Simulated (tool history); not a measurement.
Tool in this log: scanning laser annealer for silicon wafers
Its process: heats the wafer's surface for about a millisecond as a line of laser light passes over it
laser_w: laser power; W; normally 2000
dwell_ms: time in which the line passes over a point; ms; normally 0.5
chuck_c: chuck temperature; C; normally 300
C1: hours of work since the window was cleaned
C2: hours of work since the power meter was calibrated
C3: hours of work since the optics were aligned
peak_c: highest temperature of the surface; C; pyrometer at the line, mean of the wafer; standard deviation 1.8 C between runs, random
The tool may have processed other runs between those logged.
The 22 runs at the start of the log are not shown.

{"run": 23, "day": 6.921, "laser_w": 2082, "dwell_ms": 0.533, "chuck_c": 321, "C1": 407, "C2": 335, "C3": 469, "peak_c": 1079}
{"run": 24, "day": 7.35, "laser_w": 1952, "dwell_ms": 0.357, "chuck_c": 314, "C1": 413, "C2": 341, "C3": 475, "peak_c": 884}
{"run": 25, "day": 7.762, "laser_w": 1952, "dwell_ms": 0.357, "chuck_c": 314, "C1": 419, "C2": 347, "C3": 480, "peak_c": 882}
{"run": 26, "day": 8.025, "laser_w": 1952, "dwell_ms": 0.357, "chuck_c": 314, "C1": 423, "C2": 351, "C3": 484, "peak_c": 887}
{"run": 27, "day": 8.388, "laser_w": 1735, "dwell_ms": 0.37, "chuck_c": 277, "C1": 427, "C2": 355, "C3": 489, "peak_c": 791}
{"run": 28, "day": 8.742, "laser_w": 2084, "dwell_ms": 0.5, "chuck_c": 281, "C1": 432, "C2": 360, "C3": 494, "peak_c": 1012}
{"run": 29, "day": 9.171, "laser_w": 2078, "dwell_ms": 0.452, "chuck_c": 301, "C1": 438, "C2": 366, "C3": 499, "peak_c": 992}
{"run": 30, "day": 9.375, "laser_w": 2040, "dwell_ms": 0.359, "chuck_c": 265, "C1": 441, "C2": 369, "C3": 502, "peak_c": 863}
{"run": 31, "day": 9.742, "laser_w": 1984, "dwell_ms": 0.614, "chuck_c": 300, "C1": 446, "C2": 374, "C3": 507, "peak_c": 1072}
{"run": 32, "day": 10.208, "laser_w": 1984, "dwell_ms": 0.614, "chuck_c": 300, "C1": 452, "C2": 380, "C3": 514, "peak_c": 1072}
{"run": 33, "day": 10.588, "laser_w": 1984, "dwell_ms": 0.614, "chuck_c": 300, "C1": 458, "C2": 385, "C3": 519, "peak_c": 1072}
{"run": 34, "day": 10.808, "laser_w": 1984, "dwell_ms": 0.614, "chuck_c": 288, "C1": 461, "C2": 389, "C3": 522, "peak_c": 1060}

Below are 4 alternative next runs, each starting from the tool's condition after run 34. Predict each:
{"run": "A", "day": 11.146, "laser_w": 2000, "dwell_ms": 0.413, "chuck_c": 314, "C1": 465, "C2": 393, "C3": 526, "peak_c": "?"}
{"run": "B", "day": 11.146, "laser_w": 1984, "dwell_ms": 0.601, "chuck_c": 306, "C1": 465, "C2": 393, "C3": 526, "peak_c": "?"}
{"run": "C", "day": 11.146, "laser_w": 1963, "dwell_ms": 0.5, "chuck_c": 322, "C1": 465, "C2": 393, "C3": 526, "peak_c": "?"}
{"run": "D", "day": 11.146, "laser_w": 1732, "dwell_ms": 0.614, "chuck_c": 288, "C1": 465, "C2": 393, "C3": 526, "peak_c": "?"}

run=A peak_c=944
run=B peak_c=1068
run=C peak_c=1007
run=D peak_c=955
With no hidden state in the tool, these same runs would have given:
run=A peak_c=973
run=B peak_c=1103
run=C peak_c=1038
run=D peak_c=985
